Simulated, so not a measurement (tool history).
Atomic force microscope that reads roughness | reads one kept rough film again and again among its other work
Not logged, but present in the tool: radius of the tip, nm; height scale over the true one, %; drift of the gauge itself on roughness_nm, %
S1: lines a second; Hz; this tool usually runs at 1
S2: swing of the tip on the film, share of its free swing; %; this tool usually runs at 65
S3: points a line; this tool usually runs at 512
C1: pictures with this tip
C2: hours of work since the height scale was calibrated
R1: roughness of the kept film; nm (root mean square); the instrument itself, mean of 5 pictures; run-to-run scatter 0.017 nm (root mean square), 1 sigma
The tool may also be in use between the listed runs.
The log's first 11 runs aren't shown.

run	hour	S1	S2	S3	C1	C2	R1
# hour 276.2: new tip fitted
12	290	1	56	512	29	517	4.16
13	318.6	1	80	512	91	537	3.853
# hour 335.9: new tip fitted
14	345.3	1	80	512	20	555	3.984
15	369.5	1	65	512	72	572	3.99
# hour 396.3: new tip fitted
16	398	1	65	512	4	591	4.144
17	426.6	1	65	512	66	611	4.028
18	444.7	1	65	494	105	624	3.945
# hour 456.6: new tip fitted
19	462.7	1.46	65	780	13	636	4.057
20	484.5	1.46	65	780	60	651	3.961
# hour 488.2: height scale calibrated on a step standard
21	511.7	1.46	83	780	117	16	3.683
# hour 517: new tip fitted
22	540.3	2.36	83	364	51	36	3.548
23	555.4	3.74	80	264	83	46	3.343
# hour 576.5: new tip fitted
24	584.4	3.74	80	264	17	66	3.456
# hour 590.2: height scale calibrated on a step standard, once more
25	617.6	1.43	78	355	87	19	3.814
26	631.5	0.72	77	309	117	29	3.902
# hour 636.8: new tip fitted
27	647	0.79	63	500	22	39	4.197
28	679.4	1.25	63	500	93	61	4.023
# hour 695.6: new tip fitted
29	705.9	0.9	56	431	23	79	4.182
30	728.8	0.9	56	480	72	95	4.058
31	753.3	1.64	70	512	125	112	3.826
# hour 756.1: new tip fitted
32	767.5	0.71	57	989	25	122	4.184
33	790.2	0.71	57	989	74	137	4.104
# hour 815.7: new tip fitted
34	818	1	56	793	5	156	4.207
35	846.6	1	56	793	67	176	4.091

What if the next run were any one of these 3? Each begins from the tool's condition after run 35:
A	864.9	2.63	62	264	107	189	?
B	864.9	2.89	65	512	107	189	?
C	864.9	2.17	82	839	107	189	?

run	R1
A	3.895
B	3.811
C	3.567
The same runs, with their run-to-run variation unchanged, on a tool lacking any hidden condition would have given:
run	R1
A	4.106
B	4.017
C	3.761
